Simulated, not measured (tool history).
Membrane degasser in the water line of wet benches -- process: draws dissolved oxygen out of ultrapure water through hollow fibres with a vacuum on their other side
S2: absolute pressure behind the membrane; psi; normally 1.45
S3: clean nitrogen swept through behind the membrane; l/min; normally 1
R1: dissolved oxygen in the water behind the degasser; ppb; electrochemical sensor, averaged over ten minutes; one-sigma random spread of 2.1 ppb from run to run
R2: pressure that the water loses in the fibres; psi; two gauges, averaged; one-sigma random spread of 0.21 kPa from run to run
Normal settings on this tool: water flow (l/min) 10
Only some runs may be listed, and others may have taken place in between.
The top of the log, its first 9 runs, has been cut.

Run 10, hour 334.7: usual settings but S3 1.13 l/min. Result: R1 188.2 ppb, R2 6.907 psi.
At hour 349.5: vacuum gauge calibrated.
Run 11, hour 371.8: usual settings but water flow (l/min) 14, S3 1.13 l/min. Result: R1 345.2 ppb, R2 9.68 psi.
Run 12, hour 418.4: usual settings but S2 3.07 psi. Result: R1 457.7 ppb, R2 6.966 psi.
Run 13, hour 467.7: usual settings. Result: R1 210.7 ppb, R2 6.976 psi.
Run 14, hour 516.4: usual settings but S3 1.4 l/min. Result: R1 164.8 ppb, R2 6.95 psi.
Run 15, hour 544: usual settings. Result: R1 207.8 ppb, R2 6.997 psi.
Run 16, hour 584.4: usual settings. Result: R1 211.1 ppb, R2 6.902 psi.
Run 17, hour 636.9: usual settings but water flow (l/min) 9, S2 1.75 psi, S3 1.52 l/min. Result: R1 158.2 ppb, R2 6.212 psi.
Run 18, hour 693.5: usual settings but S2 2.44 psi, S3 1.51 l/min. Result: R1 257.1 ppb, R2 6.923 psi.
Run 19, hour 735: usual settings but S2 2.44 psi, S3 1.51 l/min. Result: R1 258.8 ppb, R2 6.92 psi.
Run 20, hour 787.6: usual settings but water flow (l/min) 6, S2 2.6 psi, S3 2.18 l/min. Result: R1 105.3 ppb, R2 4.164 psi.
Run 21, hour 847.4: usual settings but water flow (l/min) 12, S2 2.55 psi, S3 1.76 l/min. Result: R1 323.5 ppb, R2 8.296 psi.
Run 22, hour 878.3: usual settings but water flow (l/min) 13, S2 2.55 psi, S3 1.8 l/min. Result: R1 359.9 ppb, R2 8.979 psi.
Run 23, hour 915.8: usual settings but water flow (l/min) 7, S2 1.71 psi. Result: R1 153.3 ppb, R2 4.905 psi.
Run 24, hour 970.3: usual settings but water flow (l/min) 7, S2 1.71 psi. Result: R1 154.5 ppb, R2 4.885 psi.
Run 25, hour 1008.3: usual settings but water flow (l/min) 7, S2 1.71 psi. Result: R1 154 ppb, R2 4.823 psi.
Run 26, hour 1065.7: usual settings but water flow (l/min) 7, S2 1.71 psi. Result: R1 155.1 ppb, R2 4.846 psi.
Run 27, hour 1118.9: usual settings but water flow (l/min) 13, S2 1.89 psi, S3 1.24 l/min. Result: R1 363.2 ppb, R2 9.018 psi.
Run 28, hour 1181.1: usual settings but water flow (l/min) 9, S2 3.5 psi, S3 2.42 l/min. Result: R1 222.6 ppb, R2 6.257 psi.
Run 29, hour 1223.8: usual settings but water flow (l/min) 7, S2 1.28 psi, S3 0.58 l/min. Result: R1 163.6 ppb, R2 4.814 psi.
Run 30, hour 1279.4: usual settings but water flow (l/min) 12, S2 2.26 psi, S3 1.34 l/min. Result: R1 351.5 ppb, R2 8.244 psi.
Run 31, hour 1329.9: usual settings but water flow (l/min) 7, S3 1.58 l/min. Result: R1 83.8 ppb, R2 4.828 psi.
Run 32, hour 1384.2: usual settings but water flow (l/min) 7, S3 1.58 l/min. Result: R1 85.1 ppb, R2 4.905 psi.

Consider 3 possible next runs. They are alternatives, not a sequence: every one starts from the tool as it was left by run 32. What does each give?
Run A, hour 1446.4: usual settings but water flow (l/min) 14, S2 2.36 psi, S3 0.65 l/min. Result: R1 ?, R2 ?.
Run B, hour 1446.4: usual settings but S3 0.55 l/min. Result: R1 ?, R2 ?.
Run C, hour 1446.4: usual settings but S2 0.88 psi, S3 2.39 l/min. Result: R1 ?, R2 ?.

run     R1     R2
  A  720.1   9.67
  B  318.4  6.931
  C     81  6.953
Without the tool's unlogged condition, the same runs would have read:
run     R1     R2
  A  719.7  9.667
  B  318.2  6.928
  C   80.9   6.95
